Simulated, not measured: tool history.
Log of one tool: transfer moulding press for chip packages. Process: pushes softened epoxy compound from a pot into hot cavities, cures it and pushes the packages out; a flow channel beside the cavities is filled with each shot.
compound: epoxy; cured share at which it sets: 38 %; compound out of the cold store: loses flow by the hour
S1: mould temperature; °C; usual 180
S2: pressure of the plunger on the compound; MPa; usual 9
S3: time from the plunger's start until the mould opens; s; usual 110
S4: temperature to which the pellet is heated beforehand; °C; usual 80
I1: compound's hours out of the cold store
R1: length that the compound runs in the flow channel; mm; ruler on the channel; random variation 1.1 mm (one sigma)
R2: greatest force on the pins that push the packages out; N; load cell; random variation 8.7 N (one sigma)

run,day,S1,S2,S3,S4,I1,R1,R2
1,0,180,9,110,80,26.9,777,530
2,0.342,180,9,110,80,11.9,822,580
# day 0.675: cavities cleaned with cleaning compound and waxed
3,0.958,180,9,110,80,30.3,766,673
# day 1.458: plunger's sealing rings changed
4,1.558,180,9,110,80,32.2,774,661
5,1.908,172,9,110,80,24.2,833,992
6,2.462,180,9,137,80,13,833,612
# day 2.604: cavities cleaned with cleaning compound and waxed, once more
7,2.967,180,9,110,80,30.9,777,437
8,3.362,180,9,110,80,34.4,765,489
9,3.804,180,9,110,80,11.2,834,538
10,4.267,180,9,110,80,25.9,789,561
# day 4.721: cavities cleaned with cleaning compound and waxed
11,4.721,180,9,110,80,40.5,747,394
12,5.233,180,9,110,80,34.8,762,456
13,5.529,180,9,110,80,14.5,822,517
14,5.896,180,9,110,80,46.4,729,532
15,6.133,175,9.04,110,86,42.1,764,627
16,6.529,180,9,110,89,12.1,829,583
# day 6.817: cavities cleaned with cleaning compound and waxed
17,6.879,175,9,110,72,37,775,483
18,7.117,180,8.45,125,80,45.4,709,410
19,7.55,180,9,121,76,42.2,740,472
20,7.908,181,10.26,117,70,10,886,500
21,8.175,181,10.22,117,70,10.5,881,497
22,8.571,181,10.22,117,70,38.1,793,538
# day 8.95: cavities cleaned with cleaning compound and waxed
23,9.083,187,9,138,90,17.9,780,387
24,9.338,181,8.77,120,83,25.4,771,439
25,9.725,181,8.77,120,83,43.7,719,476
26,10.071,174,9,110,87,15.9,837,689
27,10.488,174,9,123,83,36,778,611
28,10.738,174,9,123,83,36.8,773,619

Forecast each of these 4 alternatives for the next run:
# day 11.046: cavities cleaned with cleaning compound and waxed
A,11.267,174,8.51,91,79,10.2,?,?
# day 11.046: cavities cleaned with cleaning compound and waxed
B,11.267,174,9,122,83,27,?,?
# day 11.046: cavities cleaned with cleaning compound and waxed
C,11.267,175,9,101,83,43.5,?,?
# day 11.046: cavities cleaned with cleaning compound and waxed
D,11.267,180,7.56,104,85,20.3,?,?

run,R1,R2
A,830,844
B,800,473
C,751,549
D,731,439
Without the tool's hidden state the same runs would have given:
run,R1,R2
A,845,752
B,815,427
C,764,492
D,744,398
